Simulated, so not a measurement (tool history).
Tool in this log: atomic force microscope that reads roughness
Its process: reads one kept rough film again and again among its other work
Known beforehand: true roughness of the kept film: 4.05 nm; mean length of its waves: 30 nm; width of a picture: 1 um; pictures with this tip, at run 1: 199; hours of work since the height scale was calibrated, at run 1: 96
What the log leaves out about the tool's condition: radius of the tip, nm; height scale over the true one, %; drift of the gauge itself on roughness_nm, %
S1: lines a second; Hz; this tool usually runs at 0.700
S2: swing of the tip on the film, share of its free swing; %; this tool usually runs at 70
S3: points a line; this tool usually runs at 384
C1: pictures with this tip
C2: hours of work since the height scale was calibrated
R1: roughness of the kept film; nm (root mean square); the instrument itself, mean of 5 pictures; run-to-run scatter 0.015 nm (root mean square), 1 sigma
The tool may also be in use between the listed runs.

Run 1, day 0.000: usual settings; C1 199; C2 96. Result: R1 3.512 nm (root mean square).
Run 2, day 0.904: usual settings; C1 217; C2 105. Result: R1 3.549 nm (root mean square).
At day 1.675: new tip fitted.
Run 3, day 1.812: usual settings; C1 3; C2 114. Result: R1 3.533 nm (root mean square).
Run 4, day 3.212: usual settings; C1 31; C2 129. Result: R1 3.526 nm (root mean square).
Run 5, day 4.150: usual settings; C1 50; C2 138. Result: R1 3.533 nm (root mean square).
Run 6, day 5.904: usual settings; C1 85; C2 156. Result: R1 3.512 nm (root mean square).
Run 7, day 7.042: usual settings; C1 108; C2 168. Result: R1 3.546 nm (root mean square).
Run 8, day 8.117: usual settings but S1 2.486 Hz, S2 56 %; C1 130; C2 179. Result: R1 3.501 nm (root mean square).
Run 9, day 9.817: usual settings but S1 2.554 Hz, S3 402; C1 164; C2 196. Result: R1 3.408 nm (root mean square).
Run 10, day 11.712: usual settings but S1 2.554 Hz, S3 402; C1 203; C2 216. Result: R1 3.413 nm (root mean square).
Run 11, day 12.717: usual settings but S1 2.554 Hz, S3 280; C1 223; C2 226. Result: R1 3.375 nm (root mean square).
At day 13.154: new tip fitted.
Run 12, day 13.817: usual settings but S1 0.677 Hz, S2 72 %, S3 280; C1 14; C2 237. Result: R1 3.496 nm (root mean square).

Hidden condition of the tool, last listed run before each entry between runs versus first listed run after:
From run 2 to run 3: new tip fitted (day 1.675)
  radius of the tip, nm: 7.1 -> 7
From run 11 to run 12: new tip fitted (day 13.154)
  radius of the tip, nm: 7.1 -> 7

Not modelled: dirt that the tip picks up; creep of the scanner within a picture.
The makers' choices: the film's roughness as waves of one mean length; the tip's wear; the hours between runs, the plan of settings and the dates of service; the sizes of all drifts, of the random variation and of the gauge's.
